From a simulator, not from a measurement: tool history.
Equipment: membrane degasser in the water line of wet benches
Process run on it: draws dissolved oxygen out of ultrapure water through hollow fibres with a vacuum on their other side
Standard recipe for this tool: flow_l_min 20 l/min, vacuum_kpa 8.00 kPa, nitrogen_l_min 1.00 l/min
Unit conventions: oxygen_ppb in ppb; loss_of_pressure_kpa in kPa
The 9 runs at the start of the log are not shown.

| run | hour | flow_l_min | vacuum_kpa | nitrogen_l_min | hours since the membrane was changed | hours since the vacuum gauge was calibrated | hours since the vacuum lines were made tight | oxygen_ppb | loss_of_pressure_kpa |
|---|---|---|---|---|---|---|---|---|---|
| 10 | 1063.0 | 20 | 8.00 | 1.00 | 5046 | 278 | 7558 | 325.1 | 58.75 |
| 11 | 1215.4 | 20 | 8.00 | 1.00 | 5199 | 430 | 7710 | 335.9 | 58.42 |
| 12 | 1378.7 | 20 | 8.00 | 1.00 | 5362 | 593 | 7873 | 327.8 | 58.85 |
| 13 | 1520.1 | 12 | 8.00 | 1.00 | 5503 | 735 | 8015 | 161.6 | 35.29 |
| 14 | 1679.9 | 20 | 8.00 | 0.44 | 5663 | 895 | 8175 | 518.2 | 58.59 |
| 15 | 1770.4 | 20 | 8.00 | 0.68 | 5754 | 985 | 8265 | 406.5 | 58.57 |
| 16 | 1905.3 | 20 | 8.00 | 1.90 | 5889 | 1120 | 8400 | 241.8 | 58.78 |
| 17 | 2005.5 | 15 | 5.80 | 1.90 | 5989 | 1220 | 8500 | 103.2 | 43.81 |
| 18 | 2077.5 | 23 | 6.79 | 1.00 | 6061 | 1292 | 8572 | 355.5 | 67.53 |
| 19 | 2161.7 | 15 | 8.00 | 0.85 | 6145 | 1376 | 8656 | 242.7 | 44.01 |
| 20 | 2244.8 | 15 | 8.00 | 0.85 | 6228 | 1459 | 8739 | 245.7 | 43.93 |
| 21 | 2365.2 | 17 | 11.89 | 1.32 | 6349 | 1580 | 8860 | 332.7 | 50.06 |
| 22 | 2435.9 | 20 | 11.01 | 1.06 | 6419 | 1651 | 8931 | 439.8 | 58.62 |
| 23 | 2509.7 | 20 | 11.01 | 1.06 | 6493 | 1724 | 9004 | 436.0 | 58.93 |
| 24 | 2656.7 | 25 | 7.66 | 1.00 | 6640 | 1871 | 9151 | 445.4 | 73.78 |
| 25 | 2792.4 | 25 | 7.66 | 1.00 | 6776 | 2007 | 9287 | 452.6 | 73.72 |
| 26 | 2959.2 | 12 | 12.45 | 2.90 | 6943 | 2174 | 9454 | 120.7 | 35.14 |
| 27 | 3106.8 | 12 | 12.45 | 2.90 | 7090 | 2322 | 9602 | 120.3 | 35.14 |
| 28 | 3209.9 | 16 | 11.05 | 0.55 | 7193 | 2425 | 9705 | 531.0 | 46.96 |
| 29 | 3312.8 | 22 | 19.40 | 1.52 | 7296 | 2527 | 9808 | 671.7 | 64.73 |
| 30 | 3385.7 | 18 | 10.45 | 1.11 | 7369 | 2600 | 9880 | 355.7 | 53.00 |
|  | 3430.1 | seals of the vacuum lines changed |
| 31 | 3462.9 | 18 | 10.45 | 1.11 | 7444 | 2676 | 33 | 351.1 | 52.90 |

Branching from run 31: 5 alternative next runs. What would each branch give?
| A | 3588.2 | 20 | 8.00 | 1.55 | 7570 | 2801 | 158 | ? | ? |
| B | 3588.2 | 18 | 10.51 | 0.66 | 7570 | 2801 | 158 | ? | ? |
| C | 3588.2 | 20 | 15.76 | 1.00 | 7570 | 2801 | 158 | ? | ? |
| D | 3588.2 | 26 | 4.94 | 1.11 | 7570 | 2801 | 158 | ? | ? |
| E | 3588.2 | 19 | 5.46 | 2.10 | 7570 | 2801 | 158 | ? | ? |

| run | oxygen_ppb | loss_of_pressure_kpa |
|---|---|---|
| A | 269.4 | 59.15 |
| B | 492.8 | 53.16 |
| C | 627.5 | 58.90 |
| D | 329.1 | 76.30 |
| E | 161.2 | 55.66 |
What these runs would have given with no unlogged condition in the tool:
| run | oxygen_ppb | loss_of_pressure_kpa |
|---|---|---|
| A | 257.0 | 57.81 |
| B | 482.9 | 51.96 |
| C | 616.0 | 57.57 |
| D | 309.3 | 74.58 |
| E | 150.1 | 54.40 |

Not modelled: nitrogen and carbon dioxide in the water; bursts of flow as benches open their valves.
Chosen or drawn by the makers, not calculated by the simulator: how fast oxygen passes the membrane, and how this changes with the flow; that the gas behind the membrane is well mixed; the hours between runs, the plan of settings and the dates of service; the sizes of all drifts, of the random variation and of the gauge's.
